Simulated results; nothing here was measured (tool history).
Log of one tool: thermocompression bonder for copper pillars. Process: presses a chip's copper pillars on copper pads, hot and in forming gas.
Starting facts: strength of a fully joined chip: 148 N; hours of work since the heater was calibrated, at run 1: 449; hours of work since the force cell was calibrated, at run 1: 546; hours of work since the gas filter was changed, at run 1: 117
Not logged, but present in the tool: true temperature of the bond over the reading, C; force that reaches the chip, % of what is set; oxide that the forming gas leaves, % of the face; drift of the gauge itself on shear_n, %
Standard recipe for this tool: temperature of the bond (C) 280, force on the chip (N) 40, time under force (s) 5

run	day	temperature of the bond (C)	force on the chip (N)	time under force (s)	hours of work since the heater was calibrated	hours of work since the force cell was calibrated	hours of work since the gas filter was changed	force that shears a chip off (N)
1	0.000	280	40	5	449	546	117	76.3
2	0.508	280	53	5	457	555	125	91.1
3	1.029	280	35	5	465	563	134	66.9
4	1.479	280	40	5	473	570	141	73.2
5	2.454	280	28	5	488	586	157	55.2
6	3.033	280	28	5	498	595	166	54.6
7	3.504	280	28	5	505	603	174	53.2
8	4.025	280	29	5	514	611	182	56.7
9	4.788	280	29	5	526	624	194	54.2
# day 5.283: forming gas filter changed
10	5.654	280	40	5	540	637	6	76.7
11	6.483	280	40	5	553	651	19	75.6
# day 7.346: heater calibrated with a thermocouple chip
12	7.433	280	36	5	1	665	33	84.2
13	7.829	299	58	5	8	671	40	126.1
14	8.250	280	25	5	15	678	47	62.4
15	9.221	293	54	6	30	694	62	118.7
16	9.808	293	25	5	40	703	72	76.2
17	10.600	293	25	10	53	716	85	90.9
18	11.442	252	33	5	66	730	98	48.2
19	12.092	279	38	3	77	740	109	68.9
20	13.062	279	31	3	92	756	124	58.4
21	13.971	280	40	4	107	770	139	79.3
22	14.708	254	43	7	119	782	151	67.7
23	15.317	264	43	7	129	792	161	78.2

4 ways to go on from here, each from the tool as it stands after run 23. What would each give?
A	15.900	264	25	7	138	802	170	?
B	15.900	283	42	3	138	802	170	?
C	15.900	301	34	5	138	802	170	?
D	15.900	251	40	5	138	802	170	?

run	force that shears a chip off (N)
A	50.9
B	74.8
C	95.3
D	53.1
Without the tool's unlogged condition, the same runs would have read:
run	force that shears a chip off (N)
A	54.9
B	80.5
C	102.5
D	57.3
